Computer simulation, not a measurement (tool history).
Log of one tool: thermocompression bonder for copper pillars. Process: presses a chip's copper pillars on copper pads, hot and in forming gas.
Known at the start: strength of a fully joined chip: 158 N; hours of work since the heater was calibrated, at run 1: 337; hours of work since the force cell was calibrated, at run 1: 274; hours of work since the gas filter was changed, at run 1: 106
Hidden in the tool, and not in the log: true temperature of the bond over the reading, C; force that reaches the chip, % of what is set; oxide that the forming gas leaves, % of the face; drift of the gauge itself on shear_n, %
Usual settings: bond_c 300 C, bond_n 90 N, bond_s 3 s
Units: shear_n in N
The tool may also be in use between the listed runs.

run	day	bond_c	bond_n	bond_s	hours of work since the heater was calibrated	hours of work since the force cell was calibrated	hours of work since the gas filter was changed	shear_n
1	0	300	90	3	337	274	106	101.3
2	0.375	300	90	3	343	280	112	100.8
3	0.821	300	90	3	350	288	120	101.4
4	1.379	300	90	5	359	297	129	113
5	1.829	300	90	3	366	304	136	99.7
6	2.258	300	90	3	373	311	143	99.4
7	2.771	300	90	3	382	319	151	99.4
8	3.062	300	90	3	386	324	156	99.1
9	3.658	300	90	3	396	333	166	98.8
10	4.192	300	90	3	405	342	174	99.1
11	4.512	300	90	3	410	347	179	97.4
12	5.15	300	118	3	420	357	190	116
13	5.579	300	118	3	427	364	197	116.9
14	5.912	300	118	3	432	370	202	116.6
15	6.4	300	118	3	440	378	210	115.7
16	6.817	300	118	3	447	384	217	116.7
17	7.2	300	118	3	453	391	223	115.2
# day 7.417: forming gas filter changed
18	7.725	300	118	3	461	399	5	125.5
19	8.05	300	90	3	467	404	10	105.8
20	8.683	300	90	3	477	414	20	104.4
21	9.188	300	90	3	485	422	29	104
22	9.888	297	105	3	496	434	40	113.3
23	10.588	297	105	6	508	445	51	129
24	11.112	300	61	4	516	453	60	80.6
25	11.512	300	61	4	522	460	66	80.1
26	11.808	283	105	2	527	465	71	87.8
27	12.217	321	104	3	534	471	77	129.3
28	12.55	322	60	7	539	477	83	111.6
29	13.046	326	90	8	547	485	91	141.1
30	13.596	326	90	8	556	494	100	139.8
31	14.2	276	123	3	566	503	110	103.2
32	14.779	300	70	2	575	513	119	70
33	15.388	317	119	2	585	522	129	123.1
34	15.938	309	71	8	594	531	138	116.1
35	16.4	300	77	3	601	539	145	88.1
36	16.854	300	88	2	609	546	152	87
37	17.479	300	88	2	619	556	162	86
38	18.05	299	88	4	628	565	172	103.2
39	18.608	330	86	3	637	574	181	117.7
40	19.217	297	70	4	647	584	191	83.6
41	19.512	274	132	3	652	589	195	102.1

3 ways to go on from here, each from the tool as it stands after run 41. What would each give?
A	20.042	320	90	2	660	598	204	?
B	20.042	300	130	3	660	598	204	?
C	20.042	322	132	6	660	598	204	?

run	shear_n
A	102.3
B	121.8
C	140.5
Without the tool's hidden state the same runs would have given:
run	shear_n
A	112.4
B	133.5
C	153.4
